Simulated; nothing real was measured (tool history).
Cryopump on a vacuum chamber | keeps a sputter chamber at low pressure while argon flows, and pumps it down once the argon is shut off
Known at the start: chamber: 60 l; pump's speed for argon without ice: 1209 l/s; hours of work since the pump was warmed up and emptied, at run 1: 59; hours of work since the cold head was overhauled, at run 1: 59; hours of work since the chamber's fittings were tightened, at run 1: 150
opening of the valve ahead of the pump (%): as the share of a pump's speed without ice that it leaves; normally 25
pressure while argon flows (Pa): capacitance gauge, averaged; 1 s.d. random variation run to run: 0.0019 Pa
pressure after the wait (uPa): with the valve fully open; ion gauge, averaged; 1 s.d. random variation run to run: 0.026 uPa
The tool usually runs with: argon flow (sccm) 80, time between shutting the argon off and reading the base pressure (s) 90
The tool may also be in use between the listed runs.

| run | hour | argon flow (sccm) | time between shutting the argon off and reading the base pressure (s) | opening of the valve ahead of the pump (%) | hours of work since the pump was warmed up and emptied | hours of work since the cold head was overhauled | hours of work since the chamber's fittings were tightened | pressure while argon flows (Pa) | pressure after the wait (uPa) |
|---|---|---|---|---|---|---|---|---|---|
| 1 | 0.0 | 80 | 90 | 25 | 59 | 59 | 150 | 0.4486 | 1.15 |
| 2 | 13.0 | 80 | 90 | 25 | 68 | 68 | 159 | 0.4517 | 1.14 |
| 3 | 27.7 | 80 | 90 | 25 | 79 | 79 | 170 | 0.4548 | 1.11 |
| 4 | 38.8 | 80 | 90 | 47 | 87 | 87 | 178 | 0.2417 | 1.14 |
| 5 | 48.1 | 80 | 90 | 23 | 94 | 94 | 185 | 0.4913 | 1.15 |
| 6 | 55.8 | 80 | 90 | 23 | 100 | 100 | 191 | 0.4908 | 1.08 |
| 7 | 62.9 | 80 | 90 | 23 | 105 | 105 | 196 | 0.4960 | 1.14 |
| 8 | 74.7 | 73 | 90 | 23 | 114 | 114 | 205 | 0.4482 | 1.04 |
| 9 | 82.3 | 73 | 90 | 23 | 119 | 119 | 210 | 0.4510 | 1.07 |
| 10 | 91.4 | 73 | 90 | 23 | 126 | 126 | 217 | 0.4511 | 1.13 |
| 11 | 99.2 | 115 | 73 | 34 | 132 | 132 | 223 | 0.4815 | 1.26 |
| 12 | 107.1 | 80 | 90 | 24 | 137 | 137 | 228 | 0.4730 | 1.10 |
| 13 | 114.4 | 139 | 27 | 46 | 143 | 143 | 234 | 0.4327 | 3.00 |
| 14 | 122.5 | 87 | 124 | 28 | 149 | 149 | 240 | 0.4355 | 0.84 |
| 15 | 136.0 | 44 | 90 | 25 | 159 | 159 | 250 | 0.2504 | 1.13 |
| 16 | 148.8 | 44 | 90 | 25 | 168 | 168 | 259 | 0.2509 | 1.14 |
| 17 | 158.4 | 44 | 90 | 25 | 175 | 175 | 266 | 0.2491 | 1.13 |
| 18 | 171.1 | 42 | 163 | 25 | 185 | 185 | 275 | 0.2378 | 0.74 |
| 19 | 179.4 | 42 | 163 | 25 | 191 | 191 | 281 | 0.2387 | 0.74 |
| 20 | 186.2 | 42 | 77 | 25 | 196 | 196 | 286 | 0.2390 | 1.23 |

Selected run-to-run steps in pressure while argon flows (Pa), each split into two signed amounts: the part the tool would show with no hidden state at all (from settings, incoming material and random variation), and the remainder, which goes to the hidden state together with any gauge scatter not common to the measured and the hidden-state-free results:
What the log doesn't record here: pump's speed, % of a pump's without ice; cold plate's temperature, K; leak into the chamber, uPa l/s; drift of the gauge itself on working_pa, %; drift of the gauge itself on base_upa, %.
Run 3 -> 4: opening of the valve ahead of the pump (%) 25 -> 47. pressure while argon flows (Pa) -0.2131: hidden state +0.0004, all else -0.2135.
Run 4 -> 5: opening of the valve ahead of the pump (%) 47 -> 23. pressure while argon flows (Pa) +0.2496: hidden state +0.0002, all else +0.2494.
Run 12 -> 13: argon flow (sccm) 80 -> 139, time between shutting the argon off and reading the base pressure (s) 90 -> 27, opening of the valve ahead of the pump (%) 24 -> 46. pressure while argon flows (Pa) -0.0403: hidden state +0.0048, all else -0.0451.
Run 13 -> 14: argon flow (sccm) 139 -> 87, time between shutting the argon off and reading the base pressure (s) 27 -> 124, opening of the valve ahead of the pump (%) 46 -> 28. pressure while argon flows (Pa) +0.0028: hidden state -0.0039, all else +0.0067.
